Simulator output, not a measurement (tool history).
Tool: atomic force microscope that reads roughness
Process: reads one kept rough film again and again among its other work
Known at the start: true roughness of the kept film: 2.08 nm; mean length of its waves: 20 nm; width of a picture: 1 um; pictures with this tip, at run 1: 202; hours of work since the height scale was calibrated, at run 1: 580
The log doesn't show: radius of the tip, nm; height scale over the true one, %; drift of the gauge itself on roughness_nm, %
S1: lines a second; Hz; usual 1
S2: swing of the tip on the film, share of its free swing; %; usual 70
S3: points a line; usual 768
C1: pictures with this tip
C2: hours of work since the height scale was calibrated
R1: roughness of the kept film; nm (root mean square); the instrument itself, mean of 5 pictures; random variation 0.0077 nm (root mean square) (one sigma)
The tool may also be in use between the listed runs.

run 1 hour=0 | S1=1 S2=70 S3=768 | C1=202 C2=580 | R1=1.438
run 2 hour=16.7 | S1=1 S2=70 S3=768 | C1=234 C2=592 | R1=1.396
run 3 hour=35 | S1=1 S2=70 S3=768 | C1=269 C2=605 | R1=1.387
-- hour=47 new tip fitted
run 4 hour=61 | S1=1 S2=70 S3=768 | C1=26 C2=623 | R1=1.633
run 5 hour=80 | S1=1 S2=70 S3=276 | C1=63 C2=636 | R1=1.553
run 6 hour=95.8 | S1=1 S2=70 S3=276 | C1=93 C2=647 | R1=1.515
run 7 hour=122.7 | S1=0.6 S2=70 S3=768 | C1=145 C2=666 | R1=1.532
run 8 hour=134.6 | S1=0.6 S2=70 S3=768 | C1=167 C2=675 | R1=1.507
run 9 hour=158 | S1=1 S2=70 S3=768 | C1=212 C2=691 | R1=1.44
run 10 hour=178.6 | S1=1 S2=70 S3=768 | C1=252 C2=706 | R1=1.419
-- hour=200.6 new tip fitted
run 11 hour=205.4 | S1=1 S2=70 S3=768 | C1=9 C2=724 | R1=1.656
run 12 hour=226.1 | S1=1 S2=70 S3=768 | C1=49 C2=739 | R1=1.605
run 13 hour=245.3 | S1=1 S2=70 S3=731 | C1=86 C2=752 | R1=1.565
run 14 hour=273.4 | S1=1 S2=70 S3=326 | C1=139 C2=772 | R1=1.486
run 15 hour=299 | S1=1 S2=70 S3=768 | C1=188 C2=790 | R1=1.474
run 16 hour=312 | S1=1 S2=70 S3=768 | C1=213 C2=799 | R1=1.449
run 17 hour=338.8 | S1=1 S2=70 S3=768 | C1=265 C2=818 | R1=1.399
-- hour=353.1 new tip fitted
run 18 hour=364.6 | S1=1 S2=70 S3=768 | C1=22 C2=836 | R1=1.65
run 19 hour=392.1 | S1=1 S2=70 S3=768 | C1=75 C2=855 | R1=1.604
run 20 hour=409.9 | S1=1 S2=70 S3=768 | C1=109 C2=868 | R1=1.544
-- hour=412.1 height scale calibrated on a step standard
run 21 hour=428.3 | S1=1 S2=70 S3=768 | C1=142 C2=11 | R1=1.533
run 22 hour=452.6 | S1=1 S2=61 S3=851 | C1=189 C2=29 | R1=1.52
run 23 hour=476.5 | S1=0.95 S2=70 S3=260 | C1=234 C2=45 | R1=1.401
run 24 hour=491.4 | S1=0.73 S2=59 S3=768 | C1=263 C2=56 | R1=1.441
-- hour=507.1 new tip fitted
run 25 hour=508 | S1=1 S2=55 S3=446 | C1=2 C2=67 | R1=1.702
run 26 hour=527.4 | S1=1.62 S2=70 S3=574 | C1=39 C2=81 | R1=1.588
run 27 hour=550 | S1=0.64 S2=63 S3=306 | C1=82 C2=97 | R1=1.601
run 28 hour=573.8 | S1=0.64 S2=63 S3=306 | C1=128 C2=113 | R1=1.551
-- hour=578.7 height scale calibrated on a step standard, once more
run 29 hour=591.1 | S1=0.64 S2=63 S3=306 | C1=159 C2=9 | R1=1.497
run 30 hour=616.1 | S1=0.62 S2=63 S3=587 | C1=207 C2=26 | R1=1.478
run 31 hour=634.7 | S1=3.12 S2=81 S3=768 | C1=243 C2=39 | R1=1.219
-- hour=661.3 new tip fitted
run 32 hour=661.7 | S1=3.12 S2=69 S3=768 | C1=0 C2=58 | R1=1.541
run 33 hour=686.6 | S1=1 S2=82 S3=265 | C1=48 C2=76 | R1=1.497
run 34 hour=698.5 | S1=1.04 S2=57 S3=618 | C1=71 C2=84 | R1=1.613
run 35 hour=722.1 | S1=1.04 S2=57 S3=618 | C1=116 C2=101 | R1=1.552
run 36 hour=741.3 | S1=2.95 S2=64 S3=895 | C1=153 C2=114 | R1=1.443
run 37 hour=760.2 | S1=3.15 S2=56 S3=768 | C1=189 C2=127 | R1=1.453
run 38 hour=788.8 | S1=3.15 S2=56 S3=768 | C1=244 C2=147 | R1=1.397
run 39 hour=800.8 | S1=3.15 S2=56 S3=768 | C1=267 C2=156 | R1=1.386
-- hour=813.3 new tip fitted
run 40 hour=813.3 | S1=2.48 S2=60 S3=454 | C1=0 C2=164 | R1=1.608
run 41 hour=830 | S1=2.48 S2=86 S3=307 | C1=32 C2=176 | R1=1.343

5 ways to go on from here, each from the tool as it stands after run 41. What would each give?
run A hour=847 | S1=2.48 S2=74 S3=307 | C1=64 C2=188 | R1=?
run B hour=847 | S1=1.05 S2=70 S3=768 | C1=64 C2=188 | R1=?
run C hour=847 | S1=1 S2=70 S3=355 | C1=64 C2=188 | R1=?
run D hour=847 | S1=1 S2=75 S3=418 | C1=64 C2=188 | R1=?
run E hour=847 | S1=1.3 S2=62 S3=307 | C1=64 C2=188 | R1=?

run=A R1=1.439
run=B R1=1.562
run=C R1=1.544
run=D R1=1.531
run=E R1=1.554
Without the tool's hidden state the same runs would have given:
run=A R1=1.515
run=B R1=1.644
run=C R1=1.625
run=D R1=1.612
run=E R1=1.636
